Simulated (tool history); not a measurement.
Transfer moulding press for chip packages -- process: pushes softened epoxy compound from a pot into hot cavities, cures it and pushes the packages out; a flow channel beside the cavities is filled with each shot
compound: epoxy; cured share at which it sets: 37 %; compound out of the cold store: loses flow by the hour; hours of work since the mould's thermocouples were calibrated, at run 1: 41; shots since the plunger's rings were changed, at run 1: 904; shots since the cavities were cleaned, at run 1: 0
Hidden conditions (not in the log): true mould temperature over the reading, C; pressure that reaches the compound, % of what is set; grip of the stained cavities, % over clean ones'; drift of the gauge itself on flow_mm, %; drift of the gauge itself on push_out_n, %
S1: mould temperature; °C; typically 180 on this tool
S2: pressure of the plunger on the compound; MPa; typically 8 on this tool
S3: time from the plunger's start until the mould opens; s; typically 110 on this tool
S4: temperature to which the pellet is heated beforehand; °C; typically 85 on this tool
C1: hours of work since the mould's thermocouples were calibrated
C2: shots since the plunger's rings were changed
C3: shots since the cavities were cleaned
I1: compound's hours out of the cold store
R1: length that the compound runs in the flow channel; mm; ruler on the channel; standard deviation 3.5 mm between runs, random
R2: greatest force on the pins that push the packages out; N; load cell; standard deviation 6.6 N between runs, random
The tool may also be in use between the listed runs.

{"run": 1, "day": 0.0, "S1": 180, "S2": 8, "S3": 110, "S4": 85, "C1": 41, "C2": 904, "C3": 0, "I1": 12.8, "R1": 1007, "R2": 310}
{"run": 2, "day": 1.367, "S1": 180, "S2": 8, "S3": 110, "S4": 85, "C1": 59, "C2": 1185, "C3": 281, "I1": 15.8, "R1": 990, "R2": 419}
{"run": 3, "day": 2.704, "S1": 180, "S2": 8, "S3": 110, "S4": 85, "C1": 76, "C2": 1460, "C3": 556, "I1": 35.5, "R1": 898, "R2": 466}
{"run": 4, "day": 3.779, "S1": 180, "S2": 8, "S3": 110, "S4": 85, "C1": 90, "C2": 1681, "C3": 777, "I1": 12.7, "R1": 1001, "R2": 540}
{"run": 5, "day": 4.888, "S1": 180, "S2": 8, "S3": 110, "S4": 85, "C1": 105, "C2": 1910, "C3": 1006, "I1": 30.9, "R1": 911, "R2": 549}
{"day": 5.233, "done": "cavities cleaned with cleaning compound and waxed"}
{"run": 6, "day": 5.958, "S1": 180, "S2": 8, "S3": 110, "S4": 85, "C1": 118, "C2": 2117, "C3": 149, "I1": 21.3, "R1": 958, "R2": 360}
{"run": 7, "day": 7.042, "S1": 180, "S2": 8, "S3": 110, "S4": 85, "C1": 132, "C2": 2340, "C3": 372, "I1": 18.3, "R1": 962, "R2": 456}
{"run": 8, "day": 7.921, "S1": 180, "S2": 8, "S3": 110, "S4": 85, "C1": 144, "C2": 2521, "C3": 553, "I1": 10.4, "R1": 1004, "R2": 463}
{"run": 9, "day": 8.788, "S1": 180, "S2": 6.11, "S3": 142, "S4": 85, "C1": 155, "C2": 2700, "C3": 732, "I1": 33.1, "R1": 774, "R2": 395}
{"run": 10, "day": 9.675, "S1": 180, "S2": 6.11, "S3": 142, "S4": 85, "C1": 167, "C2": 2882, "C3": 914, "I1": 12.2, "R1": 866, "R2": 433}
{"day": 10.454, "done": "cavities cleaned with cleaning compound and waxed"}
{"run": 11, "day": 11.0, "S1": 180, "S2": 6.11, "S3": 142, "S4": 85, "C1": 183, "C2": 3142, "C3": 112, "I1": 33.9, "R1": 771, "R2": 251}
{"run": 12, "day": 11.825, "S1": 180, "S2": 6.11, "S3": 142, "S4": 85, "C1": 194, "C2": 3312, "C3": 282, "I1": 15.7, "R1": 846, "R2": 323}
{"run": 13, "day": 13.275, "S1": 180, "S2": 9.76, "S3": 142, "S4": 78, "C1": 213, "C2": 3611, "C3": 581, "I1": 32.3, "R1": 982, "R2": 374}
{"run": 14, "day": 14.333, "S1": 180, "S2": 8, "S3": 136, "S4": 85, "C1": 227, "C2": 3829, "C3": 799, "I1": 22.6, "R1": 925, "R2": 430}
{"day": 14.817, "done": "plunger's sealing rings changed"}
{"day": 15.733, "done": "cavities cleaned with cleaning compound and waxed"}
{"run": 15, "day": 15.871, "S1": 180, "S2": 8, "S3": 131, "S4": 84, "C1": 245, "C2": 204, "C3": 29, "I1": 22, "R1": 986, "R2": 250}
{"run": 16, "day": 16.512, "S1": 175, "S2": 8, "S3": 110, "S4": 85, "C1": 253, "C2": 336, "C3": 161, "I1": 38.4, "R1": 927, "R2": 492}

Across each entry between runs, compare the hidden state at the last listed run before it with the hidden state at the first listed run after it:
Runs 5 to 6: cavities cleaned with cleaning compound and waxed (day 5.233)
  true mould temperature over the reading, C: -0.57 -> -0.59; pressure that reaches the compound, % of what is set: 94.04 -> 93.46; grip of the stained cavities, % over clean ones': 98.5 -> 25.5
  measured minus no-state result, R1: -26 -> -29 mm; R2: +279 -> +81 N
Runs 10 to 11: cavities cleaned with cleaning compound and waxed (day 10.454)
  true mould temperature over the reading, C: -0.68 -> -0.71; pressure that reaches the compound, % of what is set: 91.3 -> 90.61; grip of the stained cavities, % over clean ones': 94.9 -> 21.4
  measured minus no-state result, R1: -37 -> -36 mm; R2: +211 -> +47 N
Runs 14 to 15: plunger's sealing rings changed (day 14.817); cavities cleaned with cleaning compound and waxed (day 15.733)
  true mould temperature over the reading, C: -0.78 -> -0.81; pressure that reaches the compound, % of what is set: 88.66 -> 99.37; grip of the stained cavities, % over clean ones': 87.8 -> 7
  measured minus no-state result, R1: -53 -> +1 mm; R2: +202 -> +21 N
